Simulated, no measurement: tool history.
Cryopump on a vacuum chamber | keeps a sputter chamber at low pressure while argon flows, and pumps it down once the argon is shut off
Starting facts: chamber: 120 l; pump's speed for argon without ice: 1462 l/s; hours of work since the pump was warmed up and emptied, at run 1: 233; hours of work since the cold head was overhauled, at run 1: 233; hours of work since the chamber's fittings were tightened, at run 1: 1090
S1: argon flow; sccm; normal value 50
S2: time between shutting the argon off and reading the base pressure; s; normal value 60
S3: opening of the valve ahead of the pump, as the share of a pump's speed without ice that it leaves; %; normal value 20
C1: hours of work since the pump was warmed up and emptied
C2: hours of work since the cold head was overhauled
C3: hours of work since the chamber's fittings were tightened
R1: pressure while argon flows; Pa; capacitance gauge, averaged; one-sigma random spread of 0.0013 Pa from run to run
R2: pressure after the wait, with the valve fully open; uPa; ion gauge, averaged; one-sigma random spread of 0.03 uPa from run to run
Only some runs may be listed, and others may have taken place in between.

run 1 hour=0.0 | S1=50 S2=60 S3=20 | C1=233 C2=233 C3=1090 | R1=0.2923 R2=2.02
run 2 hour=21.6 | S1=50 S2=60 S3=20 | C1=247 C2=247 C3=1104 | R1=0.2943 R2=1.94
run 3 hour=36.4 | S1=50 S2=60 S3=20 | C1=256 C2=256 C3=1114 | R1=0.2946 R2=2.00
run 4 hour=56.1 | S1=50 S2=60 S3=20 | C1=269 C2=269 C3=1127 | R1=0.2956 R2=2.06
run 5 hour=71.1 | S1=25 S2=60 S3=20 | C1=279 C2=279 C3=1136 | R1=0.1476 R2=2.06
run 6 hour=91.1 | S1=50 S2=60 S3=20 | C1=292 C2=292 C3=1149 | R1=0.2971 R2=2.05
run 7 hour=103.7 | S1=50 S2=60 S3=27 | C1=300 C2=300 C3=1158 | R1=0.2208 R2=2.03
run 8 hour=116.5 | S1=50 S2=60 S3=43 | C1=309 C2=309 C3=1166 | R1=0.1422 R2=2.10
run 9 hour=128.4 | S1=50 S2=60 S3=43 | C1=316 C2=316 C3=1174 | R1=0.1391 R2=2.11
run 10 hour=147.5 | S1=50 S2=60 S3=43 | C1=329 C2=329 C3=1186 | R1=0.1421 R2=2.10
run 11 hour=161.8 | S1=50 S2=60 S3=43 | C1=338 C2=338 C3=1196 | R1=0.1423 R2=2.07
run 12 hour=186.7 | S1=50 S2=60 S3=43 | C1=354 C2=354 C3=1212 | R1=0.1417 R2=2.14
run 13 hour=209.2 | S1=50 S2=60 S3=20 | C1=369 C2=369 C3=1226 | R1=0.3005 R2=2.06
run 14 hour=222.9 | S1=50 S2=60 S3=20 | C1=378 C2=378 C3=1235 | R1=0.2991 R2=2.02
run 15 hour=238.6 | S1=50 S2=60 S3=20 | C1=388 C2=388 C3=1246 | R1=0.2983 R2=2.18
run 16 hour=260.4 | S1=50 S2=60 S3=20 | C1=402 C2=402 C3=1260 | R1=0.2958 R2=2.14
run 17 hour=273.3 | S1=50 S2=60 S3=20 | C1=411 C2=411 C3=1268 | R1=0.2998 R2=2.11
run 18 hour=297.1 | S1=50 S2=56 S3=20 | C1=426 C2=426 C3=1284 | R1=0.2985 R2=2.20
run 19 hour=322.2 | S1=60 S2=56 S3=55 | C1=443 C2=443 C3=1300 | R1=0.1387 R2=2.30
run 20 hour=340.9 | S1=60 S2=56 S3=55 | C1=455 C2=455 C3=1312 | R1=0.1388 R2=2.24
run 21 hour=361.2 | S1=95 S2=60 S3=20 | C1=468 C2=468 C3=1325 | R1=0.5714 R2=2.09
run 22 hour=372.8 | S1=91 S2=60 S3=34 | C1=476 C2=476 C3=1333 | R1=0.3293 R2=2.16
run 23 hour=389.5 | S1=50 S2=73 S3=20 | C1=486 C2=486 C3=1344 | R1=0.2990 R2=1.97
run 24 hour=407.8 | S1=59 S2=137 S3=20 | C1=498 C2=498 C3=1356 | R1=0.3553 R2=1.50
run 25 hour=422.0 | S1=21 S2=89 S3=59 | C1=508 C2=508 C3=1365 | R1=0.0467 R2=1.71
run 26 hour=445.2 | S1=38 S2=60 S3=23 | C1=523 C2=523 C3=1380 | R1=0.1989 R2=2.19
run 27 hour=462.8 | S1=38 S2=60 S3=23 | C1=534 C2=534 C3=1392 | R1=0.2000 R2=2.19
run 28 hour=483.3 | S1=52 S2=60 S3=23 | C1=548 C2=548 C3=1405 | R1=0.2768 R2=2.25
run 29 hour=505.3 | S1=21 S2=60 S3=20 | C1=562 C2=562 C3=1419 | R1=0.1268 R2=2.26
run 30 hour=526.7 | S1=29 S2=295 S3=60 | C1=576 C2=576 C3=1433 | R1=0.0628 R2=1.19
run 31 hour=547.5 | S1=82 S2=60 S3=41 | C1=589 C2=589 C3=1447 | R1=0.2548 R2=2.19
run 32 hour=562.0 | S1=42 S2=60 S3=20 | C1=599 C2=599 C3=1456 | R1=0.2547 R2=2.22
run 33 hour=586.8 | S1=23 S2=44 S3=32 | C1=615 C2=615 C3=1473 | R1=0.0892 R2=2.80

Had the tool no unlogged condition, and each run kept its random variation, what would the results have been?
Hidden state at play: pump's speed, % of a pump's without ice; cold plate's temperature, K; leak into the chamber, uPa l/s; drift of the gauge itself on working_pa, %; drift of the gauge itself on base_upa, %.
run=1 R1=0.2870 R2=1.54
run=2 R1=0.2886 R2=1.46
run=3 R1=0.2888 R2=1.51
run=4 R1=0.2894 R2=1.55
run=5 R1=0.1444 R2=1.54
run=6 R1=0.2903 R2=1.53
run=7 R1=0.2139 R2=1.51
run=8 R1=0.1351 R2=1.56
run=9 R1=0.1319 R2=1.56
run=10 R1=0.1345 R2=1.54
run=11 R1=0.1345 R2=1.51
run=12 R1=0.1335 R2=1.57
run=13 R1=0.2919 R2=1.48
run=14 R1=0.2903 R2=1.46
run=15 R1=0.2893 R2=1.58
run=16 R1=0.2864 R2=1.53
run=17 R1=0.2902 R2=1.51
run=18 R1=0.2885 R2=1.59
run=19 R1=0.1262 R2=1.65
run=20 R1=0.1259 R2=1.61
run=21 R1=0.5503 R2=1.46
run=22 R1=0.3089 R2=1.51
run=23 R1=0.2874 R2=1.30
run=24 R1=0.3413 R2=0.82
run=25 R1=0.0416 R2=1.05
run=26 R1=0.1895 R2=1.51
run=27 R1=0.1903 R2=1.50
run=28 R1=0.2630 R2=1.53
run=29 R1=0.1211 R2=1.54
run=30 R1=0.0547 R2=0.47
run=31 R1=0.2311 R2=1.47
run=32 R1=0.2424 R2=1.48
run=33 R1=0.0822 R2=2.03
